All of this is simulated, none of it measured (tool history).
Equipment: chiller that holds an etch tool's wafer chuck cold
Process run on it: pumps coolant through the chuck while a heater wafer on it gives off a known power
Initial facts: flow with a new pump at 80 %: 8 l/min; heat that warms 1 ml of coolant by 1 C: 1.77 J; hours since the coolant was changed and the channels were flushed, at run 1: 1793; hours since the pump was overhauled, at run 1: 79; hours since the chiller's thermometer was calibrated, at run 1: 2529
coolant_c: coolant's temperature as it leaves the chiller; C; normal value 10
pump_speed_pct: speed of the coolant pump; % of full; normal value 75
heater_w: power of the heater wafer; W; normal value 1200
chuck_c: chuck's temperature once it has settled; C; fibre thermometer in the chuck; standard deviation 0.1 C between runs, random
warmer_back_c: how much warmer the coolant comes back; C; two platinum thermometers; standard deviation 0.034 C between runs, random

run    hour  coolant_c  pump_speed_pct  heater_w  hours since the coolant was changed and the channels were flushed  hours since the pump was overhauled  hours since the chiller's thermometer was calibrated  chuck_c  warmer_back_c
  1     0.0         10              75      1200                                                               1793                                   79                                                  2529     20.2           5.44
  2    91.6         10              75      1200                                                               1884                                  171                                                  2621     20.5           5.32
  3   187.6          5              75      1200                                                               1980                                  267                                                  2717     15.4           5.32
  4   325.4         10              75      1200                                                               2118                                  405                                                  2855     20.5           5.44
  5   426.6         10              75      1200                                                               2219                                  506                                                  2956     20.3           5.42
  6   538.2         10              79      1200                                                               2331                                  617                                                  3067     19.8           4.98
  7   599.2          7              75      1200                                                               2392                                  678                                                  3128     17.5           5.33
  8   731.1          7              75      1200                                                               2524                                  810                                                  3260     17.2           5.33
  9   829.4         10              75       930                                                               2622                                  909                                                  3358     18.1           4.08
 10   888.3         10              75       930                                                               2681                                  967                                                  3417     18.1           4.10
 11   953.6         10              75       887                                                               2746                                 1033                                                  3483     17.6           3.87
 12  1040.2         10              75       864                                                               2833                                 1119                                                  3569     17.6           3.74
 13  1146.0         10              75       864                                                               2939                                 1225                                                  3675     17.4           3.81
 14  1279.0         10              74      1200                                                               3072                                 1358                                                  3808     20.5           5.31
 15  1362.4         10              74      1200                                                               3155                                 1442                                                  3891     20.4           5.37
 16  1471.5          3              75      1200                                                               3264                                 1551                                                  4001     13.2           5.17
 17  1608.7         14              99      1200                                                               3401                                 1688                                                  4138     22.3           3.96
 18  1738.7         13              87      1200                                                               3531                                 1818                                                  4268     22.2           4.48
 19  1829.9          6              75      1483                                                               3623                                 1909                                                  4359     18.7           6.49
 20  1919.7          6              75      1483                                                               3712                                 1999                                                  4449     18.9           6.49
 21  2047.9          6              71      1483                                                               3841                                 2127                                                  4577     19.4           6.75
 22  2163.5         16              94      1021                                                               3956                                 2243                                                  4693     23.3           3.51
 23  2285.7         16              94      1021                                                               4078                                 2365                                                  4815     23.5           3.44
 24  2353.2          6              90      1200                                                               4146                                 2432                                                  4882     14.8           4.26
 25  2486.7         10              75       797                                                               4279                                 2566                                                  5016     16.9           3.28
 26  2617.1          7              84      1109                                                               4410                                 2696                                                  5146     15.7           4.14
 27  2714.5         12              75      1183                                                               4507                                 2794                                                  5244     22.3           5.05
     2786.8  -- gauge calibrated
 28  2786.8         12              75       636                                                               4580                                 2866                                                  5316     17.6           2.90
     2798.1  -- chiller's thermometer calibrated
 29  2860.6         12              75       636                                                               4652                                 2939                                                    63     17.4           2.86
 30  2927.1         15              67       679                                                               4719                                 3005                                                   129     21.4           3.42
 31  2994.0          9              69      1200                                                               4786                                 3072                                                   196     20.1           5.85
 32  3133.0          9              69      1200                                                               4925                                 3211                                                   335     20.1           5.79

Selected run-to-run steps in warmer_back_c, each split into two signed amounts: the part the tool would show with no hidden state at all (from settings, incoming material and random variation), and the remainder, which goes to the hidden state together with any gauge scatter not common to the measured and the hidden-state-free results:
Unlogged tool condition in this case: heat passed by the chuck's channels, % of clean ones'; flow at a given pump speed, % of a new pump's; coolant's true temperature over the reading, C; drift of the gauge itself on chuck_c, C; drift of the gauge itself on warmer_back_c, C.
Run 4 -> 5: no setting changed, nothing entered. warmer_back_c -0.02 C: hidden state -0.02, all else +0.00.
Run 21 -> 22: coolant_c 6 -> 16, pump_speed_pct 71 -> 94, heater_w 1483 -> 1021. warmer_back_c -3.24 C: hidden state -0.03, all else -3.21.
Run 27 -> 28: heater_w 1183 -> 636, gauge calibrated. warmer_back_c -2.15 C: hidden state +0.31, all else -2.46.
Run 30 -> 31: coolant_c 15 -> 9, pump_speed_pct 67 -> 69, heater_w 679 -> 1200. warmer_back_c +2.43 C: hidden state +0.00, all else +2.43.
